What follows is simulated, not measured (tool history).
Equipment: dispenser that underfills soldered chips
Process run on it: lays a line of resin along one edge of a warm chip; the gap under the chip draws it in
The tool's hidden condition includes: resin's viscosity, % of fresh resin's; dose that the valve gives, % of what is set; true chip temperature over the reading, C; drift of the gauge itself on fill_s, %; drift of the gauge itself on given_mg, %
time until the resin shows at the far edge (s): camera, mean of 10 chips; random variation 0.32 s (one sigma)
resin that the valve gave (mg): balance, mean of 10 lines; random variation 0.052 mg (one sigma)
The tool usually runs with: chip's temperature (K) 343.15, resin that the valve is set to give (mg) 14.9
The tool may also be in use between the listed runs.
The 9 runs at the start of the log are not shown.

run   hour  chip's temperature (K)  resin that the valve is set to give (mg)  hours of work since the syringe was changed  hours of work since the valve was cleaned  hours of work since the stage was calibrated  time until the resin shows at the far edge (s)  resin that the valve gave (mg)
      92.8  -- new syringe of resin
 10   97.0                  343.15                                      19.1                                            3                                         10                                           257                                            13.5                           18.90
     103.6  -- new syringe of resin
 11  107.2                  343.15                                      19.1                                            2                                         17                                           263                                            12.9                           18.65
     115.0  -- new syringe of resin
 12  117.0                  343.15                                      19.1                                            1                                         24                                           270                                            12.7                           18.78
     126.3  -- new syringe of resin
 13  131.0                  343.15                                      19.1                                            3                                         33                                           279                                            13.6                           18.62
     137.1  -- new syringe of resin
 14  138.3                  343.15                                      14.9                                            1                                         38                                           284                                            12.8                           14.42
     148.1  -- new syringe of resin
 15  148.6                  350.15                                      14.9                                            0                                         44                                           291                                            10.2                           14.36
     159.6  -- new syringe of resin
 16  160.5                  343.15                                      14.9                                            1                                         52                                           299                                            12.6                           14.28
 17  169.6                  343.15                                      14.9                                            7                                         59                                           305                                            15.4                           14.22
     171.2  -- new syringe of resin
     175.4  -- dispensing valve cleaned and set on the balance
     182.6  -- new syringe of resin
 18  183.8                  338.15                                      13.2                                            1                                          6                                           314                                            15.4                           13.21
 19  191.8                  347.15                                      13.7                                            6                                         11                                           319                                            14.1                           13.55
     193.8  -- new syringe of resin
 20  203.8                  337.15                                      18.4                                            7                                         19                                           327                                            19.9                           18.22
     205.1  -- new syringe of resin
 21  211.2                  349.15                                      16.2                                            4                                         24                                           332                                            11.8                           15.88
     216.2  -- new syringe of resin
 22  219.5                  358.15                                      15.4                                            2                                         29                                           337                                             7.6                           15.13
     226.8  -- new syringe of resin
 23  230.5                  358.15                                      15.8                                            3                                         37                                           345                                             8.1                           15.47
 24  236.2                  338.15                                      14.2                                            6                                         41                                           349                                            19.5                           13.86
     237.6  -- new syringe of resin
 25  243.3                  358.15                                      15.3                                            4                                         45                                           353                                             9.1                           14.96
     249.3  -- new syringe of resin
 26  249.9                  358.15                                      15.3                                            0                                         49                                           358                                             8.2                           14.93
 27  255.9                  335.15                                      16.9                                            5                                         54                                           362                                            19.8                           16.36
     260.8  -- new syringe of resin
 28  264.8                  333.15                                      14.9                                            3                                         59                                           368                                            20.0                           14.31
     269.0  -- dispensing valve cleaned and set on the balance
     272.3  -- new syringe of resin
 29  273.0                  341.15                                      16.0                                            0                                          2                                           372                                            13.3                           15.90
     282.8  -- new syringe of resin
 30  283.9                  341.15                                      16.0                                            1                                         10                                           380                                            14.2                           15.99
     293.6  -- new syringe of resin
 31  295.2                  333.15                                      15.8                                            1                                         17                                           387                                            18.7                           15.64
 32  302.6                  333.15                                      15.8                                            6                                         22                                           392                                            22.9                           15.51
     304.1  -- new syringe of resin
 33  313.9                  344.15                                      17.6                                            7                                         30                                           400                                            15.2                           17.30
     315.0  -- new syringe of resin
 34  324.1                  344.15                                      14.8                                            6                                         37                                           406                                            15.2                           14.41

Branching from run 34: 4 alternative next runs. What would each branch give?
     326.5  -- new syringe of resin
  A  335.4                  343.15                                      17.0                                            6                                         44                                           414                                               ?                               ?
     326.5  -- new syringe of resin
  B  335.4                  353.15                                      14.8                                            6                                         44                                           414                                               ?                               ?
     326.5  -- new syringe of resin
  C  335.4                  342.15                                      19.3                                            6                                         44                                           414                                               ?                               ?
     326.5  -- new syringe of resin
  D  335.4                  334.15                                      18.4                                            6                                         44                                           414                                               ?                               ?

run  time until the resin shows at the far edge (s)  resin that the valve gave (mg)
  A                                            15.7                           16.47
  B                                            11.5                           14.40
  C                                            16.7                           18.76
  D                                            22.6                           17.86
The same runs, with their run-to-run variation unchanged, on a tool lacking any hidden condition would have given:
run  time until the resin shows at the far edge (s)  resin that the valve gave (mg)
  A                                            11.5                           16.95
  B                                             8.3                           14.82
  C                                            12.2                           19.31
  D                                            16.6                           18.39
